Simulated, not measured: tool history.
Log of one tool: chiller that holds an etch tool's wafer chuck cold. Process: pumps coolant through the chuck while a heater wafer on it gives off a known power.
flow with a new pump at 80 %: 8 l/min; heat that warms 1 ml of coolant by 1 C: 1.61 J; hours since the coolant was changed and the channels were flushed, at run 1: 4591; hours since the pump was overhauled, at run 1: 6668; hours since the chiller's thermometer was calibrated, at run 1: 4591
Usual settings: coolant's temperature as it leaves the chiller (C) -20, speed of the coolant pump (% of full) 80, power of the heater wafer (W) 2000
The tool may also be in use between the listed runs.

run    hour  coolant's temperature as it leaves the chiller (C)  speed of the coolant pump (% of full)  power of the heater wafer (W)  hours since the coolant was changed and the channels were flushed  hours since the pump was overhauled  hours since the chiller's thermometer was calibrated  chuck's temperature once it has settled (C)  how much warmer the coolant comes back (C)
  1       0                                                 -20                                     80                           2000                                                               4591                                 6668                                                  4591                                         15.6                                       11.06
  2   104.3                                                 -15                                     80                           2000                                                               4696                                 6772                                                  4696                                           21                                       11.16
  3   295.7                                                 -29                                     80                           2000                                                               4887                                 6963                                                  4887                                          7.4                                       11.16
  4   445.8                                                 -20                                     80                           2000                                                               5037                                 7113                                                  5037                                         16.8                                       11.26
  5   570.3                                                 -20                                     80                           2000                                                               5162                                 7238                                                  5162                                           17                                       11.27
  6   722.4                                                 -20                                     80                           2000                                                               5314                                 7390                                                  5314                                         17.3                                       11.31
      827.4  -- coolant changed, channels flushed
      882.4  -- chiller's thermometer calibrated
  7   939.9                                                 -20                                     60                           2000                                                                111                                 7601                                                    57                                         21.4                                       15.58
  8  1037.1                                                 -20                                     80                           2299                                                                209                                 7698                                                   155                                         16.1                                       13.05
  9    1139                                                 -20                                     80                           2299                                                                311                                 7800                                                   257                                         16.3                                       13.07
 10  1343.9                                                 -20                                     80                           2299                                                                516                                 8005                                                   461                                         16.4                                       13.23
 11  1496.7                                                 -20                                     80                           2000                                                                668                                 8157                                                   614                                           12                                       11.51
 12  1662.7                                                 -20                                     80                           2000                                                                834                                 8323                                                   780                                         12.4                                       11.64
 13  1862.3                                                 -20                                     80                           2000                                                               1034                                 8523                                                   980                                         12.9                                       11.71
 14  2076.2                                                 -20                                     80                           2000                                                               1248                                 8737                                                  1194                                         13.2                                       11.76
 15  2183.5                                                 -18                                     80                           2000                                                               1355                                 8844                                                  1301                                         15.4                                       11.76
 16  2295.7                                                 -18                                     80                           2000                                                               1467                                 8956                                                  1413                                         15.5                                       11.78
     2319.6  -- coolant pump overhauled
 17  2478.2                                                 -26                                     85                           2659                                                               1645                                  159                                                  1591                                          8.6                                        11.7
 18    2654                                                 -20                                     81                           2000                                                               1821                                  334                                                  1767                                          7.5                                        9.28
 19  2792.1                                                 -27                                     73                           2000                                                               1959                                  472                                                  1905                                          3.7                                       10.52
 20  2892.4                                                 -20                                     96                           2000                                                               2059                                  573                                                  2005                                          3.4                                        7.73
 21  3051.8                                                 -10                                     80                           1584                                                               2218                                  732                                                  2164                                         12.5                                        7.49
 22    3230                                                 -10                                     80                           1584                                                               2397                                  910                                                  2343                                         12.7                                        7.54
 23  3410.2                                                 -10                                     87                           2002                                                               2577                                 1091                                                  2523                                         16.5                                        8.72
 24  3600.2                                                 -13                                     79                           2363                                                               2767                                 1281                                                  2713                                         21.9                                       11.54
 25  3802.8                                                 -17                                     80                           2000                                                               2969                                 1483                                                  2915                                         12.8                                        9.66
 26  3958.3                                                 -11                                     94                           2000                                                               3125                                 1639                                                  3071                                         14.5                                        8.08

Forecast each of these 3 alternatives for the next run:
  A  4165.1                                                 -26                                     94                           2005                                                               3332                                 1845                                                  3278                                            ?                                           ?
  B  4165.1                                                 -24                                     80                           1255                                                               3332                                 1845                                                  3278                                            ?                                           ?
  C  4165.1                                                 -17                                     94                           1724                                                               3332                                 1845                                                  3278                                            ?                                           ?

run  chuck's temperature once it has settled (C)  how much warmer the coolant comes back (C)
  A                                         -0.3                                        8.15
  B                                         -5.2                                        6.08
  C                                          5.2                                        7.02
Without the tool's hidden state the same runs would have given:
run  chuck's temperature once it has settled (C)  how much warmer the coolant comes back (C)
  A                                         -3.9                                        7.77
  B                                         -7.7                                        5.79
  C                                          2.2                                        6.69
